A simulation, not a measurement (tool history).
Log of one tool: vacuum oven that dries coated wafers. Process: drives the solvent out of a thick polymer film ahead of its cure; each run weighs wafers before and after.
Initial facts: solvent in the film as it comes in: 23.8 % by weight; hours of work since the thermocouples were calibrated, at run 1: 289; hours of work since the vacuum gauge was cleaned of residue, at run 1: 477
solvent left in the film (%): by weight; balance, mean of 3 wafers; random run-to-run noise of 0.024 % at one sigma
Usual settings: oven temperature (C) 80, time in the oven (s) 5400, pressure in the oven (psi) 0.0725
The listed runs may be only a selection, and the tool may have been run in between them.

| run | hour | oven temperature (C) | time in the oven (s) | pressure in the oven (psi) | hours of work since the thermocouples were calibrated | hours of work since the vacuum gauge was cleaned of residue | solvent left in the film (%) |
|---|---|---|---|---|---|---|---|
| 1 | 0.0 | 80 | 5400 | 0.0725 | 289 | 477 | 3.48 |
| 2 | 29.1 | 80 | 5400 | 0.0725 | 310 | 497 | 3.46 |
| 3 | 60.3 | 83 | 5400 | 0.0725 | 331 | 519 | 2.59 |
| 4 | 83.7 | 83 | 5400 | 0.0725 | 348 | 535 | 2.63 |
| 5 | 100.6 | 83 | 5400 | 0.0725 | 359 | 547 | 2.58 |
| 6 | 132.2 | 83 | 5400 | 0.0725 | 382 | 569 | 2.60 |
| 7 | 164.7 | 83 | 5400 | 0.0725 | 404 | 592 | 2.60 |
| 8 | 197.8 | 83 | 2940 | 0.0725 | 427 | 615 | 6.18 |
| 9 | 217.8 | 83 | 2940 | 0.0725 | 441 | 629 | 6.20 |
| 10 | 240.0 | 83 | 2940 | 0.0725 | 457 | 644 | 6.14 |
| 11 | 273.6 | 83 | 2940 | 0.0725 | 480 | 668 | 6.14 |
| 12 | 288.0 | 78 | 5400 | 0.0725 | 490 | 678 | 4.06 |
| 13 | 318.0 | 78 | 5400 | 0.0725 | 511 | 699 | 4.04 |
| 14 | 351.9 | 78 | 5400 | 0.0725 | 535 | 722 | 4.08 |
| 15 | 370.8 | 78 | 5400 | 0.0725 | 548 | 735 | 4.10 |
| 16 | 388.0 | 78 | 5400 | 0.0725 | 560 | 748 | 4.02 |
| 17 | 415.9 | 78 | 5400 | 0.0725 | 579 | 767 | 4.02 |
| 18 | 443.7 | 80 | 5400 | 0.0725 | 599 | 786 | 3.38 |
| 19 | 464.8 | 80 | 5400 | 0.0725 | 614 | 801 | 3.39 |
| 20 | 490.5 | 68 | 5400 | 0.0725 | 631 | 819 | 7.89 |
| 21 | 520.7 | 68 | 5400 | 0.0725 | 653 | 840 | 7.88 |
| 22 | 536.4 | 85 | 5400 | 0.0725 | 663 | 851 | 2.03 |
| 23 | 551.6 | 85 | 5400 | 0.0725 | 674 | 862 | 2.07 |
| 24 | 571.6 | 85 | 5400 | 0.0725 | 688 | 876 | 2.04 |
| 25 | 585.9 | 81 | 5400 | 0.0368 | 698 | 886 | 2.90 |
| 26 | 605.8 | 81 | 5400 | 0.0368 | 712 | 899 | 2.90 |
| 27 | 635.2 | 81 | 5400 | 0.0368 | 732 | 920 | 2.86 |
| 28 | 668.4 | 81 | 5400 | 0.0368 | 756 | 943 | 2.91 |
| 29 | 697.0 | 75 | 3240 | 0.0496 | 776 | 963 | 8.35 |
| 30 | 723.2 | 92 | 5400 | 0.0725 | 794 | 981 | 0.93 |
| 31 | 738.9 | 92 | 5400 | 0.0725 | 805 | 992 | 0.94 |
| 32 | 769.9 | 92 | 5400 | 0.0725 | 826 | 1014 | 0.94 |
|  | 788.8 | vacuum gauge cleaned of residue and calibrated |
| 33 | 792.8 | 92 | 5400 | 0.0725 | 841 | 3 | 0.76 |
| 34 | 817.5 | 92 | 5400 | 0.0725 | 859 | 20 | 0.77 |
| 35 | 847.0 | 80 | 5400 | 0.1432 | 879 | 41 | 3.41 |
| 36 | 874.0 | 80 | 5400 | 0.1432 | 898 | 59 | 3.43 |
| 37 | 888.0 | 95 | 3480 | 0.0866 | 908 | 69 | 1.54 |
| 38 | 917.7 | 95 | 3480 | 0.0866 | 928 | 90 | 1.55 |
| 39 | 940.7 | 95 | 3480 | 0.0866 | 945 | 106 | 1.51 |
| 40 | 960.5 | 89 | 5400 | 0.0725 | 958 | 120 | 1.12 |
| 41 | 992.0 | 74 | 6780 | 0.0715 | 980 | 142 | 3.66 |
| 42 | 1010.2 | 93 | 6780 | 0.0715 | 993 | 154 | 0.42 |
| 43 | 1040.3 | 92 | 3360 | 0.0651 | 1014 | 175 | 2.20 |
| 44 | 1062.2 | 92 | 3360 | 0.0651 | 1029 | 191 | 2.19 |
| 45 | 1079.0 | 80 | 3360 | 0.1276 | 1041 | 202 | 6.19 |
| 46 | 1097.6 | 76 | 6900 | 0.1223 | 1054 | 215 | 3.27 |

What if the next run were any one of these 4? Each begins from the tool's condition after run 46:
| A | 1124.3 | 90 | 8520 | 0.0986 | 1073 | 234 | ? |
| B | 1124.3 | 92 | 6900 | 0.0947 | 1073 | 234 | ? |
| C | 1124.3 | 79 | 8580 | 0.0725 | 1073 | 234 | ? |
| D | 1124.3 | 80 | 5400 | 0.0624 | 1073 | 234 | ? |

| run | solvent left in the film (%) |
|---|---|
| A | 0.53 |
| B | 0.53 |
| C | 1.41 |
| D | 3.02 |
Without the tool's unlogged condition, the same runs would have read:
| run | solvent left in the film (%) |
|---|---|
| A | 0.57 |
| B | 0.61 |
| C | 1.69 |
| D | 3.52 |

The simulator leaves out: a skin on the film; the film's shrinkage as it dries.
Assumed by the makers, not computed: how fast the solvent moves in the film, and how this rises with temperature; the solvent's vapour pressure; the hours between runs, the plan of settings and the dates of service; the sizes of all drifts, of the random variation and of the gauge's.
